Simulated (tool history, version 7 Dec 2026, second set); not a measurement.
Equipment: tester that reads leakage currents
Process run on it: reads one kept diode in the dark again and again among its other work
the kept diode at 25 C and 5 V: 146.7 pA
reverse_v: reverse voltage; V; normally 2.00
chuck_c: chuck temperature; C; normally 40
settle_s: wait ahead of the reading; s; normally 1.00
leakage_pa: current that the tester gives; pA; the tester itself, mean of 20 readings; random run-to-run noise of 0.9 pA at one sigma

run 1 day=0.000 | reverse_v=2.00 chuck_c=40 settle_s=1.00 | leakage_pa=284.81
run 2 day=2.908 | reverse_v=2.00 chuck_c=22 settle_s=1.00 | leakage_pa=79.61
run 3 day=6.312 | reverse_v=2.00 chuck_c=22 settle_s=1.00 | leakage_pa=79.42
run 4 day=9.292 | reverse_v=2.00 chuck_c=40 settle_s=8.45 | leakage_pa=281.24
run 5 day=13.308 | reverse_v=2.00 chuck_c=40 settle_s=8.45 | leakage_pa=280.21
-- day=14.017 chuck's temperature calibrated
run 6 day=15.150 | reverse_v=2.00 chuck_c=40 settle_s=1.00 | leakage_pa=301.81
run 7 day=18.792 | reverse_v=2.00 chuck_c=40 settle_s=1.00 | leakage_pa=301.69
run 8 day=22.358 | reverse_v=2.00 chuck_c=40 settle_s=1.00 | leakage_pa=300.17
run 9 day=25.358 | reverse_v=2.00 chuck_c=23 settle_s=1.00 | leakage_pa=91.77
run 10 day=28.833 | reverse_v=2.00 chuck_c=23 settle_s=1.00 | leakage_pa=91.08
run 11 day=30.654 | reverse_v=2.00 chuck_c=23 settle_s=1.00 | leakage_pa=91.00
run 12 day=34.392 | reverse_v=2.00 chuck_c=22 settle_s=1.00 | leakage_pa=84.76
run 13 day=36.358 | reverse_v=2.27 chuck_c=22 settle_s=1.00 | leakage_pa=88.19
run 14 day=38.142 | reverse_v=1.12 chuck_c=40 settle_s=1.00 | leakage_pa=237.32
run 15 day=41.188 | reverse_v=2.00 chuck_c=40 settle_s=7.08 | leakage_pa=293.16
run 16 day=43.933 | reverse_v=2.00 chuck_c=40 settle_s=7.08 | leakage_pa=291.65
run 17 day=47.238 | reverse_v=2.19 chuck_c=40 settle_s=1.00 | leakage_pa=302.01
run 18 day=49.717 | reverse_v=2.19 chuck_c=40 settle_s=1.00 | leakage_pa=300.25
run 19 day=51.954 | reverse_v=2.19 chuck_c=40 settle_s=1.00 | leakage_pa=299.89
run 20 day=55.392 | reverse_v=2.19 chuck_c=40 settle_s=1.00 | leakage_pa=298.06
-- day=55.783 probe card cleaned and baked
-- day=57.992 chuck's temperature calibrated
run 21 day=58.121 | reverse_v=2.19 chuck_c=40 settle_s=0.89 | leakage_pa=320.50
run 22 day=62.058 | reverse_v=2.00 chuck_c=26 settle_s=4.64 | leakage_pa=117.65
run 23 day=64.238 | reverse_v=2.00 chuck_c=26 settle_s=4.64 | leakage_pa=117.38
run 24 day=66.375 | reverse_v=4.67 chuck_c=40 settle_s=1.35 | leakage_pa=421.00
run 25 day=68.512 | reverse_v=4.67 chuck_c=40 settle_s=1.35 | leakage_pa=420.96
-- day=69.008 probe card cleaned and baked, once more
run 26 day=72.325 | reverse_v=4.67 chuck_c=40 settle_s=1.35 | leakage_pa=413.27
run 27 day=74.858 | reverse_v=19.78 chuck_c=21 settle_s=8.95 | leakage_pa=185.02
run 28 day=78.975 | reverse_v=19.78 chuck_c=21 settle_s=8.95 | leakage_pa=185.01
run 29 day=82.012 | reverse_v=5.30 chuck_c=40 settle_s=1.00 | leakage_pa=427.81
run 30 day=84.175 | reverse_v=13.53 chuck_c=36 settle_s=4.14 | leakage_pa=462.39
run 31 day=86.112 | reverse_v=13.53 chuck_c=36 settle_s=2.63 | leakage_pa=460.64
run 32 day=89.762 | reverse_v=1.03 chuck_c=21 settle_s=1.00 | leakage_pa=60.62
run 33 day=91.708 | reverse_v=9.73 chuck_c=32 settle_s=1.00 | leakage_pa=311.20
run 34 day=94.621 | reverse_v=1.69 chuck_c=40 settle_s=1.00 | leakage_pa=277.08
run 35 day=96.483 | reverse_v=1.69 chuck_c=40 settle_s=1.00 | leakage_pa=274.70
run 36 day=98.721 | reverse_v=2.03 chuck_c=39 settle_s=1.00 | leakage_pa=275.73
-- day=102.192 chuck's temperature calibrated
run 37 day=102.217 | reverse_v=12.33 chuck_c=45 settle_s=6.52 | leakage_pa=831.88
run 38 day=104.254 | reverse_v=6.59 chuck_c=25 settle_s=3.36 | leakage_pa=166.81
run 39 day=107.792 | reverse_v=6.59 chuck_c=25 settle_s=3.36 | leakage_pa=166.90
run 40 day=109.896 | reverse_v=6.59 chuck_c=25 settle_s=3.36 | leakage_pa=166.85

3 options for the next run, each taken on its own from the tool as it stands now. Forecast them:
run A day=112.517 | reverse_v=2.33 chuck_c=42 settle_s=1.46 | leakage_pa=?
run B day=112.517 | reverse_v=8.76 chuck_c=39 settle_s=0.97 | leakage_pa=?
run C day=112.517 | reverse_v=5.24 chuck_c=32 settle_s=0.69 | leakage_pa=?

run=A leakage_pa=361.14
run=B leakage_pa=487.42
run=C leakage_pa=249.59
What these runs would have given with no unlogged condition in the tool:
run=A leakage_pa=359.62
run=B leakage_pa=482.81
run=C leakage_pa=247.08
